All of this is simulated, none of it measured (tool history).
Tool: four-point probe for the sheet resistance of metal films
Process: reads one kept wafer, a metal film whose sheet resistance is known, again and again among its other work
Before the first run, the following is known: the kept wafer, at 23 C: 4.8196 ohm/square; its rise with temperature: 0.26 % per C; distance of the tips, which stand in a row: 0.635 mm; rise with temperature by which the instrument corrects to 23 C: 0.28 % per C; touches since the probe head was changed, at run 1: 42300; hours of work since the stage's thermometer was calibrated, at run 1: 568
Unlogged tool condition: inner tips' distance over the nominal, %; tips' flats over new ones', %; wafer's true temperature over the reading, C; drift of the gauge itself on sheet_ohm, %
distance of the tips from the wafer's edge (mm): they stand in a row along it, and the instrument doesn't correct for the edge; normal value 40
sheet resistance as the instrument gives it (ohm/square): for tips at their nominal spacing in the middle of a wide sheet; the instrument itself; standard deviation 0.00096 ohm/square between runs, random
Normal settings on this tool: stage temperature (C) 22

run,hour,stage temperature (C),distance of the tips from the wafer's edge (mm),touches since the probe head was changed,hours of work since the stage's thermometer was calibrated,sheet resistance as the instrument gives it (ohm/square)
1,0.0,22,40,42300,568,4.819449
2,44.0,22,40,44737,602,4.817552
3,77.8,22,40,46612,629,4.818202
4,126.6,22,40,49315,668,4.815071
5,170.1,22,40,51725,702,4.814711
6,207.8,22,40,53809,732,4.814422
7,254.3,22,40,56389,768,4.814534
8,300.6,22,40,58952,805,4.813898
9,332.4,30,40,60716,830,4.806922
10,361.8,30,40,62340,853,4.808307
11,385.5,18,10,63656,872,4.824559
12,433.6,18,10,66318,910,4.825015
13,462.8,18,10,67934,933,4.824519
14,490.8,26,11,69486,955,4.815208
15,535.8,27,30,71981,991,4.805877
16,578.4,32,11,74343,1024,4.810032
17,610.4,24,58,76115,1049,4.806305
18,632.6,24,6,77345,1067,4.834317
19,658.9,21,53,78798,1088,4.810409

Branching from run 19: 4 alternative next runs. What would each branch give?
A,690.8,22,20,80564,1113,?
B,690.8,21,15,80564,1113,?
C,690.8,24,40,80564,1113,?
D,690.8,24,3,80564,1113,?

run,sheet resistance as the instrument gives it (ohm/square)
A,4.808142
B,4.810766
C,4.806532
D,4.919111
Stripped of hidden state, with their random variation kept, the same runs would have yielded:
run,sheet resistance as the instrument gives it (ohm/square)
A,4.821462
B,4.824100
C,4.819835
D,4.932705
